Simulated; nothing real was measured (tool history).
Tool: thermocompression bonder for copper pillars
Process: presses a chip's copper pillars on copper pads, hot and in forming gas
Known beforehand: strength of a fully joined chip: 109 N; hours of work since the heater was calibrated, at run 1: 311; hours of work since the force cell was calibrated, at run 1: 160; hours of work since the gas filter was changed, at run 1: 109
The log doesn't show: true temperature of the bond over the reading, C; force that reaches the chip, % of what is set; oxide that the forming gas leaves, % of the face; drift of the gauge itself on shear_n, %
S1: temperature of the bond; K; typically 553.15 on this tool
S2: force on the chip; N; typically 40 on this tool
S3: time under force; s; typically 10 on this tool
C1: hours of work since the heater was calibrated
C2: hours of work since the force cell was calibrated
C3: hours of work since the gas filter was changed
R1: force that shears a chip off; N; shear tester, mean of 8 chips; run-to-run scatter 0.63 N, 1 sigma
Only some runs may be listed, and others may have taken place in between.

{"run": 1, "hour": 0.0, "S1": 553.15, "S2": 40, "S3": 10, "C1": 311, "C2": 160, "C3": 109, "R1": 35.4}
{"run": 2, "hour": 98.4, "S1": 553.15, "S2": 40, "S3": 10, "C1": 385, "C2": 234, "C3": 184, "R1": 34.2}
{"hour": 126.8, "done": "forming gas filter changed"}
{"run": 3, "hour": 188.5, "S1": 553.15, "S2": 40, "S3": 10, "C1": 452, "C2": 301, "C3": 47, "R1": 35.5}
{"run": 4, "hour": 248.5, "S1": 553.15, "S2": 40, "S3": 10, "C1": 498, "C2": 347, "C3": 92, "R1": 34.1}
{"run": 5, "hour": 293.5, "S1": 553.15, "S2": 40, "S3": 10, "C1": 532, "C2": 381, "C3": 126, "R1": 34.8}
{"run": 6, "hour": 341.8, "S1": 553.15, "S2": 40, "S3": 10, "C1": 568, "C2": 417, "C3": 162, "R1": 34.1}
{"hour": 400.0, "done": "forming gas filter changed"}
{"run": 7, "hour": 441.0, "S1": 553.15, "S2": 40, "S3": 10, "C1": 642, "C2": 491, "C3": 31, "R1": 35.6}
{"run": 8, "hour": 502.4, "S1": 553.15, "S2": 40, "S3": 10, "C1": 689, "C2": 538, "C3": 77, "R1": 34.4}
{"hour": 508.5, "done": "force cell calibrated"}
{"hour": 581.9, "done": "heater calibrated with a thermocouple chip"}
{"run": 9, "hour": 588.0, "S1": 553.15, "S2": 40, "S3": 10, "C1": 5, "C2": 58, "C3": 139, "R1": 38}
{"hour": 673.1, "done": "forming gas filter changed"}
{"run": 10, "hour": 677.3, "S1": 525.15, "S2": 40, "S3": 10, "C1": 71, "C2": 125, "C3": 3, "R1": 29}
{"run": 11, "hour": 728.2, "S1": 560.15, "S2": 41, "S3": 10, "C1": 110, "C2": 164, "C3": 42, "R1": 41.4}
{"run": 12, "hour": 826.2, "S1": 560.15, "S2": 29, "S3": 10, "C1": 184, "C2": 238, "C3": 115, "R1": 27.1}
{"run": 13, "hour": 916.9, "S1": 543.15, "S2": 40, "S3": 10, "C1": 252, "C2": 306, "C3": 184, "R1": 32.3}
{"hour": 943.7, "done": "forming gas filter changed"}
{"run": 14, "hour": 965.5, "S1": 561.15, "S2": 56, "S3": 9, "C1": 288, "C2": 342, "C3": 16, "R1": 55.4}
{"hour": 976.0, "done": "force cell calibrated, once more"}
{"run": 15, "hour": 1011.4, "S1": 561.15, "S2": 56, "S3": 9, "C1": 322, "C2": 27, "C3": 50, "R1": 53.2}

For run 16, what comes out?
{"run": 16, "hour": 1078.0, "S1": 556.15, "S2": 42, "S3": 6, "C1": 372, "C2": 77, "C3": 100, "R1": "?"}

Run 16 yielded R1 31.8 N.
Were there no unlogged condition in the tool, this run, its random variation unchanged, would have produced R1 34.4 N.
